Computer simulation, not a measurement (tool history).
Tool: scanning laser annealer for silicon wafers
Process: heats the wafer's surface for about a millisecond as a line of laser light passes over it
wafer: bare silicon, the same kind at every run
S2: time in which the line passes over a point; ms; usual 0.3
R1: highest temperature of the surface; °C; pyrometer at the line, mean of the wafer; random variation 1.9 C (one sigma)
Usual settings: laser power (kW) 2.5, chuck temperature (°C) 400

run 1 hour=0 | laser_power_(kW)=2.5 S2=0.3 chuck_temperature_(°C)=400 | R1=1126
run 2 hour=45.8 | laser_power_(kW)=2.5 S2=0.3 chuck_temperature_(°C)=400 | R1=1122
run 3 hour=121.7 | laser_power_(kW)=2.5 S2=0.3 chuck_temperature_(°C)=400 | R1=1121
-- hour=139.9 window over the wafer cleaned
run 4 hour=176.8 | laser_power_(kW)=2.5 S2=0.3 chuck_temperature_(°C)=400 | R1=1136
run 5 hour=211 | laser_power_(kW)=2.5 S2=0.3 chuck_temperature_(°C)=400 | R1=1136
run 6 hour=270.5 | laser_power_(kW)=2.5 S2=0.3 chuck_temperature_(°C)=400 | R1=1134
run 7 hour=344.6 | laser_power_(kW)=2.5 S2=0.3 chuck_temperature_(°C)=400 | R1=1133
run 8 hour=421.2 | laser_power_(kW)=2.5 S2=0.3 chuck_temperature_(°C)=398 | R1=1123
run 9 hour=481.2 | laser_power_(kW)=2.5 S2=0.3 chuck_temperature_(°C)=400 | R1=1122
run 10 hour=525.5 | laser_power_(kW)=2.5 S2=0.3 chuck_temperature_(°C)=400 | R1=1124
run 11 hour=565.6 | laser_power_(kW)=2.333 S2=0.3 chuck_temperature_(°C)=400 | R1=1059
run 12 hour=602.5 | laser_power_(kW)=2.5 S2=0.291 chuck_temperature_(°C)=400 | R1=1108
run 13 hour=656.6 | laser_power_(kW)=2.5 S2=0.3 chuck_temperature_(°C)=418 | R1=1136
run 14 hour=692 | laser_power_(kW)=2.31 S2=0.3 chuck_temperature_(°C)=400 | R1=1045
run 15 hour=732.4 | laser_power_(kW)=2.31 S2=0.3 chuck_temperature_(°C)=400 | R1=1043
run 16 hour=800.4 | laser_power_(kW)=2.31 S2=0.3 chuck_temperature_(°C)=400 | R1=1040
run 17 hour=859.7 | laser_power_(kW)=2.31 S2=0.3 chuck_temperature_(°C)=400 | R1=1041
-- hour=920.6 window over the wafer cleaned
run 18 hour=925.8 | laser_power_(kW)=2.5 S2=0.3 chuck_temperature_(°C)=400 | R1=1123
run 19 hour=996.3 | laser_power_(kW)=2.5 S2=0.3 chuck_temperature_(°C)=400 | R1=1116
run 20 hour=1048.5 | laser_power_(kW)=2.5 S2=0.3 chuck_temperature_(°C)=400 | R1=1118
-- hour=1071.4 optics aligned, line set to its width
run 21 hour=1117.4 | laser_power_(kW)=2.529 S2=0.3 chuck_temperature_(°C)=419 | R1=1172
run 22 hour=1179 | laser_power_(kW)=2.638 S2=0.377 chuck_temperature_(°C)=371 | R1=1245
run 23 hour=1212.6 | laser_power_(kW)=2.5 S2=0.374 chuck_temperature_(°C)=367 | R1=1181
run 24 hour=1258.4 | laser_power_(kW)=2.5 S2=0.374 chuck_temperature_(°C)=367 | R1=1175
run 25 hour=1318 | laser_power_(kW)=2.266 S2=0.32 chuck_temperature_(°C)=416 | R1=1082
run 26 hour=1371.2 | laser_power_(kW)=2.184 S2=0.294 chuck_temperature_(°C)=422 | R1=1035
run 27 hour=1447.7 | laser_power_(kW)=2.243 S2=0.3 chuck_temperature_(°C)=400 | R1=1037
run 28 hour=1514.3 | laser_power_(kW)=2.677 S2=0.3 chuck_temperature_(°C)=400 | R1=1192
run 29 hour=1589.7 | laser_power_(kW)=2.51 S2=0.333 chuck_temperature_(°C)=409 | R1=1168
run 30 hour=1629.5 | laser_power_(kW)=2.658 S2=0.303 chuck_temperature_(°C)=435 | R1=1220
run 31 hour=1676.7 | laser_power_(kW)=2.432 S2=0.303 chuck_temperature_(°C)=396 | R1=1094
-- hour=1708.1 window over the wafer cleaned
run 32 hour=1718.9 | laser_power_(kW)=2.192 S2=0.228 chuck_temperature_(°C)=363 | R1=917
run 33 hour=1788 | laser_power_(kW)=2.392 S2=0.3 chuck_temperature_(°C)=381 | R1=1078
run 34 hour=1835.7 | laser_power_(kW)=2.149 S2=0.369 chuck_temperature_(°C)=400 | R1=1059
run 35 hour=1901.3 | laser_power_(kW)=2.668 S2=0.302 chuck_temperature_(°C)=419 | R1=1215
run 36 hour=1974.1 | laser_power_(kW)=2.282 S2=0.302 chuck_temperature_(°C)=427 | R1=1073
run 37 hour=2044.2 | laser_power_(kW)=2.459 S2=0.302 chuck_temperature_(°C)=427 | R1=1138
run 38 hour=2124.4 | laser_power_(kW)=2.459 S2=0.302 chuck_temperature_(°C)=427 | R1=1130
run 39 hour=2160.5 | laser_power_(kW)=2.131 S2=0.227 chuck_temperature_(°C)=390 | R1=905
run 40 hour=2216.4 | laser_power_(kW)=2.131 S2=0.227 chuck_temperature_(°C)=390 | R1=911

Forecast each of these 4 alternatives for the next run:
run A hour=2284.8 | laser_power_(kW)=2.645 S2=0.236 chuck_temperature_(°C)=400 | R1=?
run B hour=2284.8 | laser_power_(kW)=2.163 S2=0.353 chuck_temperature_(°C)=404 | R1=?
run C hour=2284.8 | laser_power_(kW)=2.656 S2=0.36 chuck_temperature_(°C)=426 | R1=?
run D hour=2284.8 | laser_power_(kW)=2.388 S2=0.284 chuck_temperature_(°C)=391 | R1=?

run=A R1=1091
run=B R1=1036
run=C R1=1258
run=D R1=1051
Without the tool's hidden state the same runs would have given:
run=A R1=1133
run=B R1=1075
run=C R1=1310
run=D R1=1091
